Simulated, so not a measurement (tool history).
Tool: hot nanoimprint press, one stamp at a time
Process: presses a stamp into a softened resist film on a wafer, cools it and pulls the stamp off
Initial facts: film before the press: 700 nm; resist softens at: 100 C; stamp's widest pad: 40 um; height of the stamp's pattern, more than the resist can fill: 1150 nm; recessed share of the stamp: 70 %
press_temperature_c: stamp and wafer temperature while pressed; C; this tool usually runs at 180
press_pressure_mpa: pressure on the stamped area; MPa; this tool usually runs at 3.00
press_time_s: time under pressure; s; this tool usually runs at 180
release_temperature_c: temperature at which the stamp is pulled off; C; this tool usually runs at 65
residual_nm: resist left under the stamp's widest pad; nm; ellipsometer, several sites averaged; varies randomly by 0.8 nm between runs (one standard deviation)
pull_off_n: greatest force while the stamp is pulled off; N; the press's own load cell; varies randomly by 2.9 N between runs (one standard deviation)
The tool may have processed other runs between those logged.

Run 1, day 0.000: usual settings. Result: residual_nm 358.4 nm, pull_off_n 154 N.
Run 2, day 0.604: usual settings. Result: residual_nm 357.7 nm, pull_off_n 150 N.
Run 3, day 0.992: usual settings. Result: residual_nm 359.5 nm, pull_off_n 159 N.
Run 4, day 1.829: usual settings. Result: residual_nm 358.5 nm, pull_off_n 157 N.
Run 5, day 2.258: usual settings. Result: residual_nm 357.8 nm, pull_off_n 165 N.
Run 6, day 3.138: usual settings but press_temperature_c 185 C. Result: residual_nm 292.6 nm, pull_off_n 166 N.
Run 7, day 4.021: usual settings. Result: residual_nm 359.1 nm, pull_off_n 167 N.
Run 8, day 4.808: usual settings. Result: residual_nm 358.8 nm, pull_off_n 161 N.
Run 9, day 5.429: usual settings. Result: residual_nm 358.7 nm, pull_off_n 161 N.
Run 10, day 6.042: usual settings. Result: residual_nm 359.1 nm, pull_off_n 162 N.
Run 11, day 6.625: usual settings. Result: residual_nm 358.5 nm, pull_off_n 161 N.
Run 12, day 7.271: usual settings. Result: residual_nm 356.9 nm, pull_off_n 170 N.
Run 13, day 8.054: usual settings. Result: residual_nm 359.5 nm, pull_off_n 174 N.
Run 14, day 8.646: usual settings. Result: residual_nm 357.5 nm, pull_off_n 168 N.
Run 15, day 9.446: usual settings. Result: residual_nm 357.8 nm, pull_off_n 170 N.
Run 16, day 10.096: usual settings. Result: residual_nm 356.2 nm, pull_off_n 168 N.
Run 17, day 10.571: usual settings. Result: residual_nm 356.8 nm, pull_off_n 170 N.
Run 18, day 11.008: usual settings but press_time_s 251 s, release_temperature_c 70 C. Result: residual_nm 314.8 nm, pull_off_n 161 N.
Run 19, day 11.450: usual settings but press_time_s 251 s, release_temperature_c 70 C. Result: residual_nm 316.0 nm, pull_off_n 159 N.
Run 20, day 12.050: usual settings but press_temperature_c 181 C, press_time_s 231 s, release_temperature_c 69 C. Result: residual_nm 312.2 nm, pull_off_n 161 N.
Run 21, day 12.950: usual settings but press_temperature_c 182 C. Result: residual_nm 329.8 nm, pull_off_n 169 N.
At day 13.154: plate thermocouple calibrated.
Run 22, day 13.729: usual settings but press_temperature_c 182 C. Result: residual_nm 328.4 nm, pull_off_n 176 N.
Run 23, day 14.471: usual settings but press_time_s 177 s. Result: residual_nm 358.1 nm, pull_off_n 170 N.
Run 24, day 15.217: usual settings but press_time_s 177 s. Result: residual_nm 358.1 nm, pull_off_n 173 N.
Run 25, day 16.033: usual settings but press_time_s 177 s, release_temperature_c 59 C. Result: residual_nm 358.4 nm, pull_off_n 192 N.
At day 16.758: plate thermocouple calibrated, once more.
Run 26, day 16.767: usual settings but press_temperature_c 185 C. Result: residual_nm 293.8 nm, pull_off_n 177 N.
Run 27, day 17.654: usual settings but press_temperature_c 184 C, press_pressure_mpa 3.77 MPa, press_time_s 324 s, release_temperature_c 51 C. Result: residual_nm 216.6 nm, pull_off_n 220 N.
Run 28, day 18.446: usual settings but press_temperature_c 184 C, press_pressure_mpa 3.77 MPa, press_time_s 324 s, release_temperature_c 51 C. Result: residual_nm 215.9 nm, pull_off_n 215 N.
Run 29, day 19.112: usual settings but press_temperature_c 184 C, press_pressure_mpa 3.61 MPa, press_time_s 324 s, release_temperature_c 51 C. Result: residual_nm 221.0 nm, pull_off_n 221 N.
Run 30, day 19.829: usual settings but press_temperature_c 183 C, press_pressure_mpa 3.61 MPa, press_time_s 211 s, release_temperature_c 51 C. Result: residual_nm 275.8 nm, pull_off_n 222 N.
Run 31, day 20.538: usual settings but press_temperature_c 183 C, press_pressure_mpa 3.61 MPa, press_time_s 211 s, release_temperature_c 51 C. Result: residual_nm 275.1 nm, pull_off_n 211 N.

3 ways to go on from here, each from the tool as it stands after run 31. What would each give?
Run A, day 21.117: usual settings but press_temperature_c 183 C, press_pressure_mpa 3.61 MPa, press_time_s 135 s, release_temperature_c 51 C. Result: residual_nm ?, pull_off_n ?.
Run B, day 21.117: usual settings but press_temperature_c 192 C, press_time_s 359 s, release_temperature_c 69 C. Result: residual_nm ?, pull_off_n ?.
Run C, day 21.117: usual settings but press_temperature_c 187 C, press_pressure_mpa 2.58 MPa, press_time_s 185 s. Result: residual_nm ?, pull_off_n ?.

run  residual_nm  pull_off_n
  A        327.7         221
  B        163.4         177
  C        284.8         182
With no hidden state in the tool, these same runs would have given:
run  residual_nm  pull_off_n
  A        324.6         167
  B        162.0         135
  C        283.3         138
